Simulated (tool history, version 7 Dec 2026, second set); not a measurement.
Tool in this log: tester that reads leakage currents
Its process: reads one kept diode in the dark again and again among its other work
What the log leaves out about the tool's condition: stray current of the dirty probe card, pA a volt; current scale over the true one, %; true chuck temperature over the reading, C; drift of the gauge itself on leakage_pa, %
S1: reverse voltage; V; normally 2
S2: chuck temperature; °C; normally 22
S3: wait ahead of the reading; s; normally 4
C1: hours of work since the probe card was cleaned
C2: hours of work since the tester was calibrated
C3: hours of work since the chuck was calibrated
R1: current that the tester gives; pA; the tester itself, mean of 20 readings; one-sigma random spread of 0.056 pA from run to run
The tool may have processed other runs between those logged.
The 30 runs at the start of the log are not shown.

| run | hour | S1 | S2 | S3 | C1 | C2 | C3 | R1 |
|---|---|---|---|---|---|---|---|---|
| 31 | 3822.3 | 6.46 | 42 | 4 | 1990 | 163 | 356 | 72.08 |
| 32 | 3999.2 | 1.06 | 26 | 4.79 | 2105 | 278 | 471 | 11.16 |
|  | 4167.8 | chuck's temperature calibrated |
| 33 | 4167.8 | 1.06 | 26 | 4.79 | 2214 | 387 | 0 | 10.65 |
| 34 | 4331.5 | 13.32 | 31 | 8.3 | 2321 | 493 | 107 | 58.75 |
| 35 | 4483.3 | 13.32 | 31 | 8.3 | 2420 | 592 | 206 | 59.99 |
| 36 | 4621.4 | 13.32 | 24 | 8.3 | 2510 | 682 | 296 | 46.07 |
| 37 | 4775.1 | 6.5 | 48 | 3.08 | 2610 | 783 | 396 | 109.02 |
| 38 | 4909.4 | 7.05 | 43 | 4.3 | 2697 | 870 | 483 | 85.86 |
| 39 | 4994.1 | 3.14 | 58 | 0.99 | 2753 | 925 | 539 | 153.63 |

Branching from run 39: 4 alternative next runs. What would each branch give?
|  | 5059.9 | chuck's temperature calibrated |
| A | 5127.8 | 3.14 | 58 | 0.46 | 2838 | 1011 | 44 | ? |
|  | 5059.9 | chuck's temperature calibrated |
| B | 5127.8 | 7.42 | 35 | 0.93 | 2838 | 1011 | 44 | ? |
|  | 5059.9 | chuck's temperature calibrated |
| C | 5127.8 | 2 | 38 | 0.39 | 2838 | 1011 | 44 | ? |
|  | 5059.9 | chuck's temperature calibrated |
| D | 5127.8 | 2 | 45 | 4 | 2838 | 1011 | 44 | ? |

| run | R1 |
|---|---|
| A | 147.33 |
| B | 55.75 |
| C | 34.6 |
| D | 53.1 |
What these runs would have given with no unlogged condition in the tool:
| run | R1 |
|---|---|
| A | 137.51 |
| B | 39.03 |
| C | 29.63 |
| D | 47.68 |

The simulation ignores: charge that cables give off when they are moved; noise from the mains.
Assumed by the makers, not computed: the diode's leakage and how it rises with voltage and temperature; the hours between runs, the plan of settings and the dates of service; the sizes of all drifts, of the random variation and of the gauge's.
